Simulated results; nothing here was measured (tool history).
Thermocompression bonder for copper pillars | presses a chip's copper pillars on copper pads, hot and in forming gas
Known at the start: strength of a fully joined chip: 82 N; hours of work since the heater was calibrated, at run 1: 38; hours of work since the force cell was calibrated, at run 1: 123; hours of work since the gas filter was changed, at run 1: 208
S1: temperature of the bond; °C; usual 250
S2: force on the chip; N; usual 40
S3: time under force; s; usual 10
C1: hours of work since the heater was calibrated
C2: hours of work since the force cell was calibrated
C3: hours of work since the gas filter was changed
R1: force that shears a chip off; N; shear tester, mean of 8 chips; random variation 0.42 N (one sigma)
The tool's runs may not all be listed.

run 1 hour=0 | S1=250 S2=40 S3=10 | C1=38 C2=123 C3=208 | R1=42.9
run 2 hour=7.7 | S1=250 S2=40 S3=10 | C1=43 C2=128 C3=213 | R1=43.2
run 3 hour=14.2 | S1=250 S2=40 S3=19 | C1=48 C2=133 C3=217 | R1=51.4
run 4 hour=19.4 | S1=250 S2=40 S3=19 | C1=51 C2=136 C3=221 | R1=52.1
run 5 hour=24.9 | S1=250 S2=40 S3=19 | C1=55 C2=140 C3=225 | R1=51.8
run 6 hour=32.4 | S1=256 S2=40 S3=10 | C1=60 C2=145 C3=230 | R1=45.8
run 7 hour=40.7 | S1=256 S2=40 S3=10 | C1=66 C2=151 C3=236 | R1=46.4
run 8 hour=46.4 | S1=250 S2=40 S3=10 | C1=70 C2=155 C3=240 | R1=42.4
run 9 hour=53.7 | S1=265 S2=40 S3=10 | C1=75 C2=160 C3=245 | R1=50.4
run 10 hour=62.2 | S1=265 S2=40 S3=10 | C1=81 C2=166 C3=251 | R1=49.9
run 11 hour=66.5 | S1=265 S2=40 S3=10 | C1=84 C2=169 C3=254 | R1=50.6
run 12 hour=72.5 | S1=260 S2=58 S3=25 | C1=88 C2=173 C3=258 | R1=65.9
run 13 hour=81.2 | S1=260 S2=58 S3=25 | C1=94 C2=179 C3=264 | R1=65.8
-- hour=83.6 heater calibrated with a thermocouple chip
run 14 hour=88.6 | S1=261 S2=40 S3=9 | C1=3 C2=183 C3=267 | R1=46.1
run 15 hour=95.6 | S1=250 S2=39 S3=26 | C1=8 C2=187 C3=272 | R1=54
run 16 hour=101.5 | S1=245 S2=40 S3=15 | C1=12 C2=191 C3=276 | R1=44.2
run 17 hour=107.8 | S1=250 S2=48 S3=10 | C1=17 C2=196 C3=281 | R1=45
run 18 hour=116.6 | S1=250 S2=48 S3=10 | C1=23 C2=202 C3=287 | R1=46.2
run 19 hour=121.8 | S1=269 S2=40 S3=7 | C1=26 C2=206 C3=290 | R1=47.4
run 20 hour=128.5 | S1=269 S2=40 S3=7 | C1=31 C2=210 C3=295 | R1=46.5
run 21 hour=135.3 | S1=269 S2=40 S3=7 | C1=36 C2=215 C3=300 | R1=45.5

Some steps in R1 between neighbouring runs. How much of each would the tool show without its hidden state too (settings, what came in, random variation), and how much is left for the hidden state, with any gauge scatter that isn't in both results?
The hidden state here: true temperature of the bond over the reading, C; force that reaches the chip, % of what is set; oxide that the forming gas leaves, % of the face; drift of the gauge itself on shear_n, %.
Run 11 -> 12: S1 265 -> 260, S2 40 -> 58, S3 10 -> 25. R1 +15.3 N: hidden state -1.4, all else +16.7.
Run 13 -> 14: S1 260 -> 261, S2 58 -> 40, S3 25 -> 9, heater calibrated with a thermocouple chip. R1 -19.7 N: hidden state +1.6, all else -21.3.
